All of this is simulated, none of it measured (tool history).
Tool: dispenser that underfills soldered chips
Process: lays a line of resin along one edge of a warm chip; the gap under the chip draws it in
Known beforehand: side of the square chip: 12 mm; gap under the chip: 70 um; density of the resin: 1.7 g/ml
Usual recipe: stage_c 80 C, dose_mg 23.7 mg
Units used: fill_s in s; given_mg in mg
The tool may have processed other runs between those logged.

Run 1, hour 0: usual settings. Result: fill_s 221.7 s, given_mg 22.32 mg.
At hour 7.6: new syringe of resin.
Run 2, hour 9: usual settings but stage_c 72 C. Result: fill_s 239.1 s, given_mg 22.28 mg.
Run 3, hour 17.6: usual settings but dose_mg 30.1 mg. Result: fill_s 243 s, given_mg 28.22 mg.
At hour 19.7: dispensing valve cleaned and set on the balance.
At hour 22.4: new syringe of resin.
Run 4, hour 30.2: usual settings but dose_mg 30.1 mg. Result: fill_s 224.4 s, given_mg 30.09 mg.
At hour 36.6: new syringe of resin.
Run 5, hour 39.9: usual settings but dose_mg 30.1 mg. Result: fill_s 192.1 s, given_mg 29.94 mg.
At hour 50.6: new syringe of resin.
Run 6, hour 51: usual settings but stage_c 65 C, dose_mg 29.6 mg. Result: fill_s 282.5 s, given_mg 29.28 mg.
Run 7, hour 56.1: usual settings but stage_c 76 C, dose_mg 22.9 mg. Result: fill_s 246.9 s, given_mg 22.62 mg.
At hour 64.7: new syringe of resin.
Run 8, hour 67.6: usual settings but stage_c 93 C, dose_mg 29.6 mg. Result: fill_s 126.8 s, given_mg 28.84 mg.
At hour 78.5: new syringe of resin.
Run 9, hour 79: usual settings but stage_c 67 C, dose_mg 23.5 mg. Result: fill_s 269.6 s, given_mg 23 mg.
Run 10, hour 84.9: usual settings but stage_c 67 C, dose_mg 23.5 mg. Result: fill_s 334.9 s, given_mg 22.81 mg.

Here are 4 independent what-if runs from the current tool condition. What would each one return?
At hour 92.1: new syringe of resin.
Run A, hour 93.7: usual settings but stage_c 78 C, dose_mg 23.5 mg. Result: fill_s ?, given_mg ?.
At hour 92.1: new syringe of resin.
Run B, hour 93.7: usual settings but stage_c 71 C, dose_mg 24.9 mg. Result: fill_s ?, given_mg ?.
At hour 92.1: new syringe of resin.
Run C, hour 93.7: usual settings but stage_c 69 C, dose_mg 28 mg. Result: fill_s ?, given_mg ?.
At hour 92.1: new syringe of resin.
Run D, hour 93.7: usual settings but dose_mg 26.6 mg. Result: fill_s ?, given_mg ?.

run  fill_s  given_mg
  A   199.2     22.73
  B   246.5     24.08
  C   255.2      27.1
  D   179.8     25.59
With the hidden condition removed and each run's random variation left untouched, the same runs would have given:
run  fill_s  given_mg
  A   181.5     23.45
  B   224.6     24.85
  C   233.2     27.96
  D   164.4      26.4
